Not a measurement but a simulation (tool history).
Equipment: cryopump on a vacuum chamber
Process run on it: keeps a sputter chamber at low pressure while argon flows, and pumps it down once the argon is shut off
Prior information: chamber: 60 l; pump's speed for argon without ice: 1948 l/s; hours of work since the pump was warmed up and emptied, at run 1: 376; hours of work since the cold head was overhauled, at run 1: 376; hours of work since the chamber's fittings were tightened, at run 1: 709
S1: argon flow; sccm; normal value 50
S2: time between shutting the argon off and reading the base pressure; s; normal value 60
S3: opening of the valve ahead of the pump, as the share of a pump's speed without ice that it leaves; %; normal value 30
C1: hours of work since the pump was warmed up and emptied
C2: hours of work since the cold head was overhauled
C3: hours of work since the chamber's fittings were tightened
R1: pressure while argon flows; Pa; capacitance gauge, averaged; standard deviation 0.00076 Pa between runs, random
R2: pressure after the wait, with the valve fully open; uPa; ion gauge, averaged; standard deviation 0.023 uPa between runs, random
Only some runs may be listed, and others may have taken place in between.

Run 1, hour 0: usual settings; C1 376; C2 376; C3 709. Result: R1 0.1538 Pa, R2 0.85 uPa.
Run 2, hour 17.3: usual settings but S3 19 %; C1 390; C2 390; C3 723. Result: R1 0.2371 Pa, R2 0.82 uPa.
Run 3, hour 37: usual settings; C1 407; C2 407; C3 740. Result: R1 0.1537 Pa, R2 0.81 uPa.
Run 4, hour 56: usual settings; C1 423; C2 423; C3 756. Result: R1 0.1553 Pa, R2 0.83 uPa.
Run 5, hour 74.8: usual settings; C1 439; C2 439; C3 772. Result: R1 0.1548 Pa, R2 0.84 uPa.
Run 6, hour 92.8: usual settings but S1 49 sccm; C1 454; C2 454; C3 787. Result: R1 0.152 Pa, R2 0.83 uPa.
Run 7, hour 109: usual settings but S1 49 sccm; C1 467; C2 467; C3 800. Result: R1 0.1515 Pa, R2 0.79 uPa.
Run 8, hour 121.5: usual settings but S1 49 sccm; C1 478; C2 478; C3 811. Result: R1 0.1543 Pa, R2 0.84 uPa.
Run 9, hour 138.4: usual settings but S1 49 sccm; C1 492; C2 492; C3 825. Result: R1 0.1548 Pa, R2 0.81 uPa.
Run 10, hour 147.5: usual settings but S1 49 sccm; C1 500; C2 500; C3 833. Result: R1 0.1541 Pa, R2 0.83 uPa.
Run 11, hour 168.2: usual settings but S1 49 sccm; C1 517; C2 517; C3 850. Result: R1 0.1538 Pa, R2 0.83 uPa.
Run 12, hour 177.2: usual settings but S1 49 sccm; C1 525; C2 525; C3 858. Result: R1 0.1537 Pa, R2 0.83 uPa.
Run 13, hour 188: usual settings but S1 49 sccm; C1 534; C2 534; C3 867. Result: R1 0.1543 Pa, R2 0.83 uPa.
Run 14, hour 204.7: usual settings but S2 116 s; C1 548; C2 548; C3 881. Result: R1 0.1573 Pa, R2 0.55 uPa.
At hour 214.3: pump warmed up, emptied and cooled again.
Run 15, hour 219.3: usual settings but S2 43 s; C1 4; C2 556; C3 889. Result: R1 0.1442 Pa, R2 1.01 uPa.
Run 16, hour 237.3: usual settings but S2 43 s; C1 19; C2 571; C3 904. Result: R1 0.1463 Pa, R2 1.02 uPa.
Run 17, hour 248.8: usual settings but S2 115 s; C1 29; C2 581; C3 914. Result: R1 0.1458 Pa, R2 0.5 uPa.
Run 18, hour 269.2: usual settings but S2 115 s; C1 46; C2 598; C3 931. Result: R1 0.146 Pa, R2 0.54 uPa.
Run 19, hour 288.8: usual settings but S1 49 sccm, S2 222 s, S3 29 %; C1 63; C2 614; C3 947. Result: R1 0.1496 Pa, R2 0.4 uPa.
Run 20, hour 307.1: usual settings but S1 34 sccm, S2 20 s, S3 38 %; C1 78; C2 630; C3 963. Result: R1 0.0782 Pa, R2 1.92 uPa.
Run 21, hour 324.2: usual settings but S1 54 sccm, S2 43 s, S3 19 %; C1 92; C2 644; C3 977. Result: R1 0.2508 Pa, R2 1.03 uPa.
Run 22, hour 335: usual settings but S1 54 sccm, S2 43 s, S3 19 %; C1 101; C2 653; C3 986. Result: R1 0.2497 Pa, R2 1.04 uPa.
Run 23, hour 346.3: usual settings but S1 54 sccm, S2 43 s, S3 19 %; C1 111; C2 663; C3 996. Result: R1 0.2503 Pa, R2 1 uPa.
Run 24, hour 360.4: usual settings but S1 76 sccm, S2 25 s, S3 37 %; C1 123; C2 674; C3 1007. Result: R1 0.1825 Pa, R2 1.53 uPa.
Run 25, hour 370.4: usual settings but S3 40 %; C1 131; C2 683; C3 1016. Result: R1 0.1114 Pa, R2 0.8 uPa.
Run 26, hour 385.3: usual settings but S3 40 %; C1 144; C2 695; C3 1028. Result: R1 0.1123 Pa, R2 0.81 uPa.
Run 27, hour 406.5: usual settings but S1 32 sccm, S2 92 s, S3 48 %; C1 162; C2 713; C3 1046. Result: R1 0.06 Pa, R2 0.63 uPa.
Run 28, hour 422.1: usual settings but S1 85 sccm, S2 136 s, S3 16 %; C1 175; C2 726; C3 1059. Result: R1 0.4689 Pa, R2 0.53 uPa.
Run 29, hour 438.2: usual settings but S2 54 s, S3 51 %; C1 188; C2 740; C3 1073. Result: R1 0.0897 Pa, R2 0.89 uPa.
Run 30, hour 459: usual settings but S1 51 sccm; C1 206; C2 757; C3 1090. Result: R1 0.1533 Pa, R2 0.81 uPa.
Run 31, hour 475.2: usual settings but S1 22 sccm, S2 36 s, S3 28 %; C1 219; C2 771; C3 1104. Result: R1 0.0705 Pa, R2 1.21 uPa.
Run 32, hour 492: usual settings but S1 22 sccm, S2 36 s, S3 28 %; C1 233; C2 785; C3 1118. Result: R1 0.0698 Pa, R2 1.23 uPa.
Run 33, hour 506.3: usual settings but S1 48 sccm; C1 245; C2 797; C3 1130. Result: R1 0.1446 Pa, R2 0.8 uPa.
Run 34, hour 517: usual settings but S1 48 sccm; C1 254; C2 806; C3 1139. Result: R1 0.1451 Pa, R2 0.82 uPa.
Run 35, hour 526.1: usual settings but S1 21 sccm, S2 119 s; C1 262; C2 814; C3 1147. Result: R1 0.0639 Pa, R2 0.58 uPa.

How would selected steps in R1 from run to run divide? Give the signed amount a tool lacking its hidden state would still show from settings, what came in and random variation, and the signed amount left for the hidden state, including any gauge scatter that is not in both of the compared results.
The hidden state here: pump's speed, % of a pump's without ice; cold plate's temperature, K; leak into the chamber, uPa l/s; drift of the gauge itself on working_pa, %; drift of the gauge itself on base_upa, %.
Run 14 -> 15: S2 116 -> 43, pump warmed up, emptied and cooled again. R1 -0.0131 Pa: hidden state -0.0127, all else -0.0004.
Run 20 -> 21: S1 34 -> 54, S2 20 -> 43, S3 38 -> 19. R1 +0.1726 Pa: hidden state +0.0012, all else +0.1714.
Run 27 -> 28: S1 32 -> 85, S2 92 -> 136, S3 48 -> 16. R1 +0.4089 Pa: hidden state +0.0047, all else +0.4042.
Run 28 -> 29: S1 85 -> 50, S2 136 -> 54, S3 16 -> 51. R1 -0.3792 Pa: hidden state -0.0027, all else -0.3765.
Run 32 -> 33: S1 22 -> 48, S2 36 -> 60, S3 28 -> 30. R1 +0.0748 Pa: hidden state +0.0031, all else +0.0717.

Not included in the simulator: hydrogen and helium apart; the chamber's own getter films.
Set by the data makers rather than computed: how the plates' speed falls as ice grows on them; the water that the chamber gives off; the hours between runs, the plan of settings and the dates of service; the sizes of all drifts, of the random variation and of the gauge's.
